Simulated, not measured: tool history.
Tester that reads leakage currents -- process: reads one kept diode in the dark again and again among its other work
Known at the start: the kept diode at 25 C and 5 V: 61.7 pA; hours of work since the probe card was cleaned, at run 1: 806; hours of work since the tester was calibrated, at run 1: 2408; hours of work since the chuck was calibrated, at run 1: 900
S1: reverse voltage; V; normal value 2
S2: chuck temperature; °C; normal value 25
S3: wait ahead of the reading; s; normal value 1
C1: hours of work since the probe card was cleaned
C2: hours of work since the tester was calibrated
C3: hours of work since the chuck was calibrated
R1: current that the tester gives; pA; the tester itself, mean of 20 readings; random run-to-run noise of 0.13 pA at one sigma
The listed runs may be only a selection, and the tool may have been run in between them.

run    hour     S1  S2    S3   C1    C2    C3      R1
  1       0      2  25     1  806  2408   900   39.14
  2     141      2  25     1  871  2473   965   38.99
  3   215.6      2  25     1  905  2507   999   38.62
  4   375.2      2  25     1  978  2580  1072   38.82
      437.6  -- probe card cleaned and baked
  5     522      2  25     1   39  2646  1138   34.89
      661.2  -- chuck's temperature calibrated
  6   679.9      2  25     1  110  2717     9   41.08
  7   819.4      2  25  2.09  174  2781    73    40.7
  8   931.4      2  25  2.09  225  2833   124   40.55
  9  1035.1      2  25     1  273  2880   171   40.86
 10  1168.8   3.74  25     1  334  2942   233   54.21
 11  1262.7   3.74  25     1  377  2985   276   54.29
 12  1400.5   3.74  25     1  440  3048   339   54.45
 13  1515.3   3.74  25     1  493  3100   392   54.58
 14  1627.2      2  25  7.55  544  3152   443   39.76
 15  1777.3   1.57  25     1  613  3221   512   35.76
 16  1892.2   1.57  25     1  666  3273   564   35.53
 17  2060.5   1.57  25     1  743  3350   641   35.51
 18  2230.3  16.68  33  1.78  821  3428   719  194.93
 19  2323.5  19.11  38     1  864  3471   762  281.93
 20  2400.5      2  40  8.11  899  3506   797  107.76
     2443.3  -- tester calibrated
 21  2546.3      2  40  8.11  965    47   863  110.13
     2640.5  -- probe card cleaned and baked
 22  2685.2      2  40  8.11   20   110   926  104.87
 23    2781   2.05  27  8.11   64   153   969   41.73
 24  2916.6   3.11  22   5.7  127   216  1032   35.17
 25  3067.7   3.11  45   5.7  196   285  1101   174.9
 26    3191   2.39  35  0.58  252   341  1157   79.39
     3287.8  -- chuck's temperature calibrated
 27  3319.7   3.41  35   6.9  310   399    15  108.94
 28  3456.5   3.41  35   6.9  373   462    77  107.75
 29    3554   9.78  35  7.33  418   507   122  173.74
 30  3707.5   2.71  40  3.33  488   577   192  134.18
 31  3864.6   2.71  40  3.33  560   649   264  133.68

What differs in the tool's unlogged condition from the final listed run ahead of each entry between runs to the first listed run following it?
Between runs 4 and 5: probe card cleaned and baked (hour 437.6)
  stray current of the dirty probe card, pA a volt: 1.904 -> 0.095; current scale over the true one, %: -1.56 -> -1.6; true chuck temperature over the reading, C: -2.11 -> -2.24
  difference, measured minus the result without the unlogged condition, R1: -2.86 -> -6.76 pA
Between runs 5 and 6: chuck's temperature calibrated (hour 661.2)
  stray current of the dirty probe card, pA a volt: 0.095 -> 0.232; current scale over the true one, %: -1.6 -> -1.64; true chuck temperature over the reading, C: -2.24 -> -0.06
  difference, measured minus the result without the unlogged condition, R1: -6.76 -> -0.45 pA
Between runs 20 and 21: tester calibrated (hour 2443.3)
  stray current of the dirty probe card, pA a volt: 1.82 -> 1.957; current scale over the true one, %: -2.11 -> 0.02; true chuck temperature over the reading, C: -1.6 -> -1.74
  difference, measured minus the result without the unlogged condition, R1: -10.9 -> -9.28 pA
Between runs 21 and 22: probe card cleaned and baked (hour 2640.5)
  stray current of the dirty probe card, pA a volt: 1.957 -> 0.061; current scale over the true one, %: 0.02 -> -0.02; true chuck temperature over the reading, C: -1.74 -> -1.86
  difference, measured minus the result without the unlogged condition, R1: -9.28 -> -13.96 pA
Between runs 26 and 27: chuck's temperature calibrated (hour 3287.8)
  stray current of the dirty probe card, pA a volt: 0.521 -> 0.627; current scale over the true one, %: -0.15 -> -0.18; true chuck temperature over the reading, C: -2.32 -> -0.1
  difference, measured minus the result without the unlogged condition, R1: -12.57 -> +1.15 pA
